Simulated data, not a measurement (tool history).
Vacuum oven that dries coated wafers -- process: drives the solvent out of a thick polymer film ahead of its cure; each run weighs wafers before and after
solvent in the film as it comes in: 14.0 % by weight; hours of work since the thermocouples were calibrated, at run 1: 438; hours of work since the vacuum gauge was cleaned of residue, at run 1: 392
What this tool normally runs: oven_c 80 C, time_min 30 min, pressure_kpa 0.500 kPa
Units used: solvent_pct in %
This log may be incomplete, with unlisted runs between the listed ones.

run,hour,oven_c,time_min,pressure_kpa,hours of work since the thermocouples were calibrated,hours of work since the vacuum gauge was cleaned of residue,solvent_pct
1,0.0,80,30,0.500,438,392,1.07
2,17.9,80,30,0.500,448,403,1.04
3,34.4,80,30,0.500,458,413,1.03
4,45.4,80,30,0.500,465,419,1.00
5,58.4,80,30,0.500,473,427,1.02
6,66.4,80,30,0.500,478,432,0.98
7,75.5,80,30,0.483,483,438,1.02

Predict the results of run 8:
8,94.5,80,30,0.483,495,449,?

Run 8 came out at solvent_pct 1.07 %.
On a tool with no hidden condition, and with the same random variation, this run would have come out at solvent_pct 1.01 %.

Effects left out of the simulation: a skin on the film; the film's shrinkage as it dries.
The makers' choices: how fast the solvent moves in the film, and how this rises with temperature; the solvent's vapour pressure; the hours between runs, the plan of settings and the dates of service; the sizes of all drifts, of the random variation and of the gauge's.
